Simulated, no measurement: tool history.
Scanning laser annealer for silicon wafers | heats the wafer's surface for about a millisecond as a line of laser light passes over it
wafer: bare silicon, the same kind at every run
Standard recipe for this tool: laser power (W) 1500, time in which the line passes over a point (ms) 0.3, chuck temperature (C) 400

| run | hour | laser power (W) | time in which the line passes over a point (ms) | chuck temperature (C) | highest temperature of the surface (C) |
|---|---|---|---|---|---|
| 1 | 0 | 1500 | 0.3 | 400 | 1081 |
| 2 | 8.9 | 1593 | 0.3 | 400 | 1137 |
| 3 | 15.9 | 1593 | 0.3 | 400 | 1134 |
| 4 | 22.9 | 1593 | 0.3 | 400 | 1132 |
| 5 | 37.5 | 1593 | 0.3 | 400 | 1136 |
| 6 | 43.6 | 1632 | 0.3 | 400 | 1159 |
| 7 | 52.4 | 1500 | 0.3 | 400 | 1075 |
| 8 | 59.3 | 1500 | 0.3 | 400 | 1076 |
| 9 | 65.3 | 1432 | 0.3 | 400 | 1039 |
| 10 | 76 | 1534 | 0.29 | 398 | 1081 |
| 11 | 84.6 | 1534 | 0.29 | 398 | 1081 |
| 12 | 98.2 | 1534 | 0.29 | 398 | 1083 |
|  | 102.1 | laser's power meter calibrated |
| 13 | 113.5 | 1534 | 0.29 | 398 | 1077 |
|  | 128.2 | laser's power meter calibrated, once more |
| 14 | 128.9 | 1596 | 0.219 | 380 | 994 |
| 15 | 141.2 | 1596 | 0.219 | 380 | 995 |
| 16 | 150.9 | 1500 | 0.326 | 400 | 1108 |
| 17 | 157.5 | 1500 | 0.23 | 392 | 971 |

Below are 4 alternative next runs, each starting from the tool's condition after run 17. Predict each:
| A | 166.3 | 1500 | 0.219 | 392 | ? |
| B | 166.3 | 1532 | 0.3 | 394 | ? |
| C | 166.3 | 1536 | 0.3 | 412 | ? |
| D | 166.3 | 1500 | 0.286 | 424 | ? |

| run | highest temperature of the surface (C) |
|---|---|
| A | 960 |
| B | 1087 |
| C | 1107 |
| D | 1079 |
With the hidden condition removed and each run's random variation left untouched, the same runs would have given:
| run | highest temperature of the surface (C) |
|---|---|
| A | 991 |
| B | 1124 |
| C | 1144 |
| D | 1115 |
